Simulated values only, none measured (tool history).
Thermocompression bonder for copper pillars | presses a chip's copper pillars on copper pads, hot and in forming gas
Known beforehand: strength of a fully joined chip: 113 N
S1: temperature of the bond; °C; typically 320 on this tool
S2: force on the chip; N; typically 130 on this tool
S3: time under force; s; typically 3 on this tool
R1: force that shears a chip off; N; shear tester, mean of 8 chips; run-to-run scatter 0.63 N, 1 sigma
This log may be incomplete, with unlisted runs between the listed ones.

Run 1, hour 0: usual settings. Result: R1 81.4 N.
Run 2, hour 26.8: usual settings. Result: R1 81.7 N.
Run 3, hour 64.4: usual settings. Result: R1 82.7 N.
Run 4, hour 109.7: usual settings. Result: R1 82.4 N.
Run 5, hour 140.8: usual settings. Result: R1 83 N.
Run 6, hour 160.6: usual settings. Result: R1 83.9 N.
Run 7, hour 195.8: usual settings. Result: R1 84.4 N.
Run 8, hour 236.1: usual settings. Result: R1 84 N.
Run 9, hour 264.4: usual settings. Result: R1 84.2 N.
Run 10, hour 287.5: usual settings. Result: R1 85 N.
Run 11, hour 317.9: usual settings. Result: R1 85.9 N.
Run 12, hour 359.2: usual settings. Result: R1 84.1 N.
Run 13, hour 393.3: usual settings. Result: R1 84.3 N.
Run 14, hour 437: usual settings. Result: R1 84.3 N.
Run 15, hour 468: usual settings. Result: R1 84.4 N.
Run 16, hour 497.2: usual settings. Result: R1 84.6 N.
Run 17, hour 531.9: usual settings. Result: R1 85.1 N.
Run 18, hour 561.4: usual settings. Result: R1 85.6 N.
Run 19, hour 603.9: usual settings. Result: R1 84.9 N.
Run 20, hour 630.3: usual settings. Result: R1 85.9 N.
Run 21, hour 676.7: usual settings but S1 337 °C, S2 122 N, S3 8 s. Result: R1 103.3 N.
Run 22, hour 722.1: usual settings but S2 111 N, S3 2 s. Result: R1 68.4 N.
Run 23, hour 763: usual settings but S2 148 N, S3 6 s. Result: R1 98.4 N.
Run 24, hour 805.8: usual settings but S1 298 °C. Result: R1 68.8 N.
Run 25, hour 842.4: usual settings but S1 332 °C, S2 194 N, S3 2 s. Result: R1 93.2 N.
Run 26, hour 868.6: usual settings but S1 332 °C, S2 194 N, S3 2 s. Result: R1 92.6 N.
Run 27, hour 893.5: usual settings but S1 337 °C. Result: R1 92.2 N.
Run 28, hour 939.9: usual settings but S1 337 °C. Result: R1 92.5 N.
Run 29, hour 968.4: usual settings but S1 337 °C. Result: R1 91.5 N.
Run 30, hour 1004.2: usual settings but S1 332 °C, S3 5 s. Result: R1 97.6 N.
Run 31, hour 1033.8: usual settings but S1 303 °C, S2 117 N, S3 6 s. Result: R1 85.3 N.
Run 32, hour 1068.8: usual settings but S1 297 °C, S2 187 N, S3 6 s. Result: R1 92.3 N.
Run 33, hour 1105.2: usual settings but S1 297 °C, S2 187 N, S3 6 s. Result: R1 93.1 N.
Run 34, hour 1136.2: usual settings but S2 90 N. Result: R1 73.5 N.
Run 35, hour 1181.3: usual settings but S1 293 °C, S2 144 N, S3 4 s. Result: R1 76 N.
Run 36, hour 1211.1: usual settings but S1 291 °C, S2 116 N. Result: R1 62.4 N.
Run 37, hour 1242.3: usual settings but S1 291 °C, S2 116 N. Result: R1 63.3 N.
Run 38, hour 1273.5: usual settings but S1 291 °C, S2 116 N. Result: R1 63 N.
Run 39, hour 1304.1: usual settings but S1 313 °C, S2 80 N. Result: R1 66 N.
Run 40, hour 1331.2: usual settings but S1 313 °C, S2 80 N. Result: R1 66.1 N.

Taken out of this log: 4 entries between the listed runs. Where each belongs, and how the hidden state differs across it:
In the gap between runs 4 and 5: forming gas filter changed (hour 140.8)
  true temperature of the bond over the reading, C: 5.9 -> 6.1; force that reaches the chip, % of what is set: 101.6 -> 101.8; oxide that the forming gas leaves, % of the face: 2.65 -> 0.51
  measured less the result without the state, R1: +2.1 -> +4 N
In the gap between runs 21 and 22: heater calibrated with a thermocouple chip (hour 700.8)
  true temperature of the bond over the reading, C: 10.6 -> 1.6; force that reaches the chip, % of what is set: 104 -> 104.2; oxide that the forming gas leaves, % of the face: 2.51 -> 2.67
  measured less the result without the state, R1: +1.4 -> +0.7 N
In the gap between runs 22 and 23: forming gas filter changed (hour 737.2)
  true temperature of the bond over the reading, C: 1.6 -> 1.9; force that reaches the chip, % of what is set: 104.2 -> 104.3; oxide that the forming gas leaves, % of the face: 2.67 -> 0.65
  measured less the result without the state, R1: +0.7 -> +1.7 N
In the gap between runs 39 and 40: forming gas filter changed (hour 1331.2)
  true temperature of the bond over the reading, C: 6.3 -> 6.5; force that reaches the chip, % of what is set: 106.7 -> 106.8; oxide that the forming gas leaves, % of the face: 2.65 -> 0.53
  measured less the result without the state, R1: +4.4 -> +5.9 N
